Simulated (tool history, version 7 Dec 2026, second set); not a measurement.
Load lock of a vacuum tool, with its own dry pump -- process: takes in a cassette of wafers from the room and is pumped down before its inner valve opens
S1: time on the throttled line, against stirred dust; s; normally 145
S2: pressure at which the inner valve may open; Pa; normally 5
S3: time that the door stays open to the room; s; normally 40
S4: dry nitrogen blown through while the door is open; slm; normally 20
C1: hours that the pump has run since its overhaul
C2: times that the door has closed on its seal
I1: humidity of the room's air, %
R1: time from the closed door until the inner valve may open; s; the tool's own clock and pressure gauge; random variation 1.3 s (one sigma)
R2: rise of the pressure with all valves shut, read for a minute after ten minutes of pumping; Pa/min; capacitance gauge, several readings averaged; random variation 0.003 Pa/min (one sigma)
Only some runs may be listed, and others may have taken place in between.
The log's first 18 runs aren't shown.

Run 19, hour 1410.1: usual settings but S1 106 s; C1 4036; C2 16087; I1 46.7. Result: R1 183.4 s, R2 0.017 Pa/min.
Run 20, hour 1512.5: usual settings but S1 106 s, S3 195 s, S4 6 slm; C1 4138; C2 16269; I1 44.8. Result: R1 185.0 s, R2 0.090 Pa/min.
Run 21, hour 1574.1: usual settings but S1 106 s, S3 195 s, S4 6 slm; C1 4200; C2 16378; I1 47.4. Result: R1 184.8 s, R2 0.104 Pa/min.
Run 22, hour 1651.0: usual settings but S1 99 s, S2 7 Pa, S3 195 s, S4 8 slm; C1 4277; C2 16515; I1 44.9. Result: R1 175.9 s, R2 0.078 Pa/min.
Run 23, hour 1754.2: usual settings but S1 99 s, S2 7 Pa, S3 195 s, S4 8 slm; C1 4380; C2 16699; I1 44.8. Result: R1 175.2 s, R2 0.081 Pa/min.
Run 24, hour 1857.9: usual settings but S1 146 s, S4 17 slm; C1 4484; C2 16884; I1 47.5. Result: R1 218.0 s, R2 0.025 Pa/min.
Run 25, hour 1908.7: usual settings but S1 267 s, S4 10 slm; C1 4534; C2 16974; I1 43.2. Result: R1 325.8 s, R2 0.029 Pa/min.
Run 26, hour 2005.4: usual settings but S1 84 s, S3 48 s; C1 4631; C2 17146; I1 44.7. Result: R1 165.9 s, R2 0.023 Pa/min.
Run 27, hour 2068.3: usual settings but S1 84 s, S3 48 s; C1 4694; C2 17258; I1 49.6. Result: R1 167.1 s, R2 0.019 Pa/min.
Run 28, hour 2117.4: usual settings but S1 256 s, S2 6 Pa, S3 27 s; C1 4743; C2 17345; I1 45.5. Result: R1 313.6 s, R2 0.012 Pa/min.
Run 29, hour 2208.1: usual settings but S3 203 s; C1 4834; C2 17507; I1 47.4. Result: R1 218.5 s, R2 0.046 Pa/min.
Run 30, hour 2271.0: usual settings but S3 203 s; C1 4897; C2 17619; I1 40.7. Result: R1 221.2 s, R2 0.042 Pa/min.
Run 31, hour 2322.5: usual settings but S3 203 s; C1 4948; C2 17710; I1 46.8. Result: R1 220.0 s, R2 0.049 Pa/min.
Run 32, hour 2366.4: usual settings but S2 8 Pa, S3 50 s; C1 4992; C2 17789; I1 46.6. Result: R1 213.9 s, R2 0.023 Pa/min.
Run 33, hour 2431.1: usual settings but S2 8 Pa, S3 50 s; C1 5057; C2 17904; I1 44.7. Result: R1 216.0 s, R2 0.023 Pa/min.
Run 34, hour 2495.1: usual settings but S2 8 Pa, S3 50 s; C1 5121; C2 18017; I1 47.9. Result: R1 213.1 s, R2 0.017 Pa/min.
Run 35, hour 2549.3: usual settings but S4 32 slm; C1 5175; C2 18114; I1 47.9. Result: R1 220.2 s, R2 0.015 Pa/min.
Run 36, hour 2619.5: usual settings but S1 177 s, S2 7 Pa, S3 133 s, S4 43 slm; C1 5245; C2 18239; I1 47.4. Result: R1 243.5 s, R2 0.022 Pa/min.

3 ways to go on from here, each from the tool as it stands after run 36. What would each give?
Run A, hour 2671.8: usual settings but S4 14 slm; C1 5298; C2 18332; I1 43.0. Result: R1 ?, R2 ?.
Run B, hour 2671.8: usual settings but S3 103 s; C1 5298; C2 18332; I1 42.3. Result: R1 ?, R2 ?.
Run C, hour 2671.8: usual settings but S3 45 s, S4 10 slm; C1 5298; C2 18332; I1 46.0. Result: R1 ?, R2 ?.

run     R1     R2
  A  218.4  0.022
  B  219.6  0.030
  C  216.6  0.039
Stripped of hidden state, with their random variation kept, the same runs would have yielded:
run     R1     R2
  A  218.3  0.022
  B  219.6  0.029
  C  216.6  0.038

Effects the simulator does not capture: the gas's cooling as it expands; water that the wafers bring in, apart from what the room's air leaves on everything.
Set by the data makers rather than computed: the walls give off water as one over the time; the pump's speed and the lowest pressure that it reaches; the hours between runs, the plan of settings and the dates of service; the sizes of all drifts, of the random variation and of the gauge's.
